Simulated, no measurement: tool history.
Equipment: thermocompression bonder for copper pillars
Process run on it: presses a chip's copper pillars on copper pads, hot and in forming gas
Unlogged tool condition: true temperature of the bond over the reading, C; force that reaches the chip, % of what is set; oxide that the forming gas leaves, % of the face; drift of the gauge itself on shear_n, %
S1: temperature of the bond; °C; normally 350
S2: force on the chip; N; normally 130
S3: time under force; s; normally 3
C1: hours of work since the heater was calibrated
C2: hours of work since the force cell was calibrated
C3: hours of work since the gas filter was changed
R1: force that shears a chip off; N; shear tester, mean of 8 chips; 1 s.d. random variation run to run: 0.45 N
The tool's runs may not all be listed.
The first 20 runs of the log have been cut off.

run,hour,S1,S2,S3,C1,C2,C3,R1
21,696.4,347,126,8,790,1085,224,74.9
22,738.5,347,89,6,815,1111,249,56.2
23,784.4,347,89,6,843,1138,277,55.9
24,833.7,376,120,7,873,1168,306,88.6
25,871.7,377,154,3,896,1191,329,79.8
# hour 910.4: forming gas filter changed
26,920.8,338,130,3,925,1220,6,51.1
27,971,338,130,3,955,1250,36,51.2
# hour 979.6: force cell calibrated
28,1020.4,338,130,3,984,25,65,49.6
29,1056.9,333,130,4,1006,47,87,52.2
30,1107.7,348,148,6,1036,77,118,76.6
31,1160.3,355,150,8,1068,109,149,86.1

Run 32 is up next; what results do you expect?
32,1208.4,344,90,7,1097,138,178,?

R1: 58.2 N
If the tool had no hidden condition, the same run with the same run-to-run variation would have returned R1 54.6 N.

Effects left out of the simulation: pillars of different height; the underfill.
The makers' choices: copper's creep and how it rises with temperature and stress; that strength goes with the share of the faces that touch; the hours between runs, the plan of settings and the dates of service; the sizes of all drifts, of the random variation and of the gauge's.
